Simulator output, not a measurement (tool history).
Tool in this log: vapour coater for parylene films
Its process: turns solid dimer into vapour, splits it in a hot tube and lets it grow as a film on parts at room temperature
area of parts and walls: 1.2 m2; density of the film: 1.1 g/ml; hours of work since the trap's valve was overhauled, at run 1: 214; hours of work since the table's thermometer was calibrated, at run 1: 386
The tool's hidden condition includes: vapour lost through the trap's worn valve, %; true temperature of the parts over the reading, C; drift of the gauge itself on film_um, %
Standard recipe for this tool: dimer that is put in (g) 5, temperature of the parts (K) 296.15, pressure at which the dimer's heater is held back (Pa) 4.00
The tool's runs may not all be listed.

run,day,dimer that is put in (g),temperature of the parts (K),pressure at which the dimer's heater is held back (Pa),hours of work since the trap's valve was overhauled,hours of work since the table's thermometer was calibrated,thickness of the film (um)
1,0.000,5,296.15,4.00,214,386,1.82
2,1.012,5,296.15,4.00,232,403,1.83
3,2.896,5,296.15,4.00,265,436,1.82
4,3.692,5,296.15,4.00,279,451,1.83
5,5.162,5,296.15,4.00,305,476,1.82
6,6.854,5,296.15,4.00,334,506,1.81
7,7.925,5,296.15,4.00,353,525,1.77
# day 8.667: trap's valve overhauled
8,9.812,5,289.15,4.00,20,555,2.21
9,10.733,5,289.15,4.00,36,571,2.23
10,11.817,5,289.15,4.00,55,591,2.21
11,12.679,5,289.15,4.00,71,606,2.19
12,13.542,5,289.15,4.00,86,621,2.20
13,15.454,5,289.15,4.00,119,655,2.22
14,17.208,5,289.15,4.00,150,685,2.20
15,18.992,5,296.15,4.00,182,717,1.85
16,20.904,5,296.15,4.00,215,750,1.83
17,22.783,5,296.15,4.00,248,783,1.81
18,24.267,5,307.15,4.00,274,810,1.38
19,26.188,5,307.15,4.28,308,843,1.36
20,27.362,5,296.15,5.90,329,864,1.63
21,29.012,5,296.15,9.44,358,893,1.44
# day 29.442: trap's valve overhauled
22,30.712,5,296.15,9.44,22,920,1.51
23,31.821,7,296.15,9.44,42,940,2.14
24,33.700,6,300.15,8.45,75,973,1.72
25,34.662,3,300.15,4.23,92,990,1.00
26,35.954,6,294.15,5.03,115,1012,2.21
27,37.554,6,294.15,5.03,143,1040,2.24
# day 37.683: table's thermometer calibrated
28,38.900,4,305.15,5.76,166,21,1.09
29,40.742,4,305.15,5.76,198,54,1.10
30,41.717,4,305.15,5.76,215,71,1.09
31,43.038,5,305.15,11.18,238,94,1.14
32,44.367,3,306.15,2.48,262,118,0.95
33,45.912,3,306.15,2.48,289,145,0.94
34,47.612,4,296.15,2.15,319,175,1.69
# day 48.188: table's thermometer calibrated, once more
35,48.533,4,296.15,2.15,334,6,1.71
36,49.900,5,290.15,3.21,358,30,2.22
# day 50.404: trap's valve overhauled
37,51.538,3,293.15,3.21,20,56,1.29
38,52.600,3,293.15,3.21,39,75,1.30
39,53.783,3,293.15,3.21,59,96,1.29
40,55.583,5,293.15,2.91,91,127,2.20
41,56.462,5,293.15,2.91,107,143,2.17
42,57.708,5,296.15,2.11,129,165,2.19
43,59.112,7,298.15,4.00,153,189,2.51
44,60.038,7,298.15,4.00,170,206,2.47
45,61.233,8,301.15,9.20,191,227,2.11
46,62.129,3,289.15,7.67,206,242,1.13

A few steps of thickness of the film (um) between consecutive runs. Split each: what settings, incoming material and random variation would produce without the hidden state, and what is left over for the hidden state, along with gauge scatter present in only one of the two compared results (measured, and without hidden state):
Run 7 -> 8: temperature of the parts (K) 296.15 -> 289.15, trap's valve overhauled. thickness of the film (um) +0.44: hidden state +0.09, all else +0.35.
Run 21 -> 22: trap's valve overhauled. thickness of the film (um) +0.07: hidden state +0.08, all else -0.01.
Run 25 -> 26: dimer that is put in (g) 3 -> 6, temperature of the parts (K) 300.15 -> 294.15, pressure at which the dimer's heater is held back (Pa) 4.23 -> 5.03. thickness of the film (um) +1.21: hidden state -0.04, all else +1.25.
Run 27 -> 28: dimer that is put in (g) 6 -> 4, temperature of the parts (K) 294.15 -> 305.15, pressure at which the dimer's heater is held back (Pa) 5.03 -> 5.76, table's thermometer calibrated. thickness of the film (um) -1.15: hidden state +0.03, all else -1.18.
Run 36 -> 37: dimer that is put in (g) 5 -> 3, temperature of the parts (K) 290.15 -> 293.15, trap's valve overhauled. thickness of the film (um) -0.93: hidden state +0.10, all else -1.03.
Run 45 -> 46: dimer that is put in (g) 8 -> 3, temperature of the parts (K) 301.15 -> 289.15, pressure at which the dimer's heater is held back (Pa) 9.20 -> 7.67. thickness of the film (um) -0.98: hidden state +0.02, all else -1.00.

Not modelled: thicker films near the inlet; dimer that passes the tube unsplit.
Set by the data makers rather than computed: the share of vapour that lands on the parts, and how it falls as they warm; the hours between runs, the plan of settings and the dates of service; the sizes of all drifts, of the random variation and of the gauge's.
